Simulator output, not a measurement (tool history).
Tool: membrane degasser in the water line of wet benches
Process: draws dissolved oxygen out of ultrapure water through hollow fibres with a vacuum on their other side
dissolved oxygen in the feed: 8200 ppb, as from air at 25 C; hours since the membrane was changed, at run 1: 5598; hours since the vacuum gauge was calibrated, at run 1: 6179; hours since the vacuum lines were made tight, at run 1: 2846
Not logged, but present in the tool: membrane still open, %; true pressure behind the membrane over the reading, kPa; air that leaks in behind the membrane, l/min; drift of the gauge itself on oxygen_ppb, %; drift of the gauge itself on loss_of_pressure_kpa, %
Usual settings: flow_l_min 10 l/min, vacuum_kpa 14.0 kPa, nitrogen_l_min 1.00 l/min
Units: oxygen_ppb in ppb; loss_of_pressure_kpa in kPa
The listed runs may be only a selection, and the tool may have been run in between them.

run      day  flow_l_min  vacuum_kpa  nitrogen_l_min  hours since the membrane was changed  hours since the vacuum gauge was calibrated  hours since the vacuum lines were made tight  oxygen_ppb  loss_of_pressure_kpa
  1    0.000          10        14.0            1.00                                  5598                                         6179                                          2846       262.1                 49.51
  2    5.354          10        14.0            1.00                                  5727                                         6308                                          2975       262.7                 48.64
  3   11.238          10        14.0            1.00                                  5868                                         6449                                          3116       263.3                 48.82
  4   16.567          10        14.0            0.49                                  5996                                         6577                                          3244       486.7                 48.97
  5   20.029          10        14.0            0.49                                  6079                                         6660                                          3327       485.2                 48.74
  6   23.800          10        14.0            0.49                                  6169                                         6751                                          3417       489.0                 49.14
      26.562  -- vacuum gauge calibrated
  7   29.971          10        14.0            0.49                                  6317                                           82                                          3565       474.8                 49.01
  8   36.738          10        14.0            0.49                                  6480                                          244                                          3728       473.1                 49.26
  9   42.188          10        14.0            1.00                                  6610                                          375                                          3858       257.2                 48.95
 10   48.175          10        14.0            1.00                                  6754                                          519                                          4002       256.9                 49.24
 11   53.017          10        14.0            1.00                                  6870                                          635                                          4118       257.2                 49.48
 12   55.892          10        14.0            1.00                                  6939                                          704                                          4187       256.7                 49.32
 13   59.825          10        14.0            1.00                                  7034                                          798                                          4282       257.3                 49.15
 14   66.304          10        14.0            1.00                                  7189                                          954                                          4437       258.8                 49.17
 15   72.146          10        14.0            1.00                                  7329                                         1094                                          4577       258.2                 49.48
 16   77.783          10        14.0            1.00                                  7465                                         1229                                          4713       258.2                 49.38
 17   83.421          10        14.0            1.00                                  7600                                         1365                                          4848       258.0                 49.44
 18   86.979          11         8.6            0.55                                  7685                                         1450                                          4933       246.4                 54.49
 19   90.975          11         8.6            0.55                                  7781                                         1546                                          5029       247.5                 54.70
 20   97.296          10        19.3            2.12                                  7933                                         1698                                          5181       191.1                 49.85
 21  103.871          10        19.3            2.12                                  8091                                         1855                                          5339       192.2                 49.56
 22  108.271          10        19.3            2.12                                  8196                                         1961                                          5444       191.3                 49.77
 23  114.154          11        12.7            1.45                                  8337                                         2102                                          5585       182.2                 55.07
 24  118.125          14         8.9            1.45                                  8433                                         2197                                          5681       153.9                 69.03
 25  122.138          15        20.4            1.45                                  8529                                         2294                                          5777       442.6                 74.41
 26  125.238           9        28.6            0.99                                  8604                                         2368                                          5852       540.6                 44.61
 27  130.479           9        28.6            0.74                                  8729                                         2494                                          5977       696.7                 44.53
 28  136.458           9        28.6            0.74                                  8873                                         2638                                          6121       698.2                 45.01
 29  142.650           8        10.1            0.47                                  9021                                         2786                                          6269       272.4                 39.73
 30  145.738           8        10.1            0.47                                  9095                                         2860                                          6343       272.6                 39.98
 31  150.267          15         8.8            0.43                                  9204                                         2969                                          6452       425.9                 74.98

Measured result minus the same run's result without the hidden state. Both carry the same run-to-run variation, though not necessarily the same gauge scatter:
run  oxygen_ppb  loss_of_pressure_kpa
  1       +10.7                 +1.58
  2       +11.1                 +1.60
  3       +11.5                 +1.64
  4       +18.8                 +1.70
  5       +19.1                 +1.71
  6       +19.5                 +1.75
  7        +6.3                 +1.79
  8        +6.8                 +1.85
  9        +5.9                 +1.88
 10        +6.3                 +1.93
 11        +6.6                 +1.98
 12        +6.8                 +2.00
 13        +7.1                 +2.01
 14        +7.5                 +2.06
 15        +7.9                 +2.12
 16        +8.2                 +2.15
 17        +8.6                 +2.19
 18        +8.4                 +2.45
 19        +8.7                 +2.48
 20        +7.6                 +2.32
 21        +8.0                 +2.36
 22        +8.1                 +2.38
 23        +8.4                 +2.69
 24       +10.6                 +3.45
 25       +17.4                 +3.74
 26       +20.8                 +2.27
 27       +25.2                 +2.29
 28       +26.0                 +2.36
 29       +13.5                 +2.12
 30       +13.8                 +2.14
 31       +19.9                 +4.09
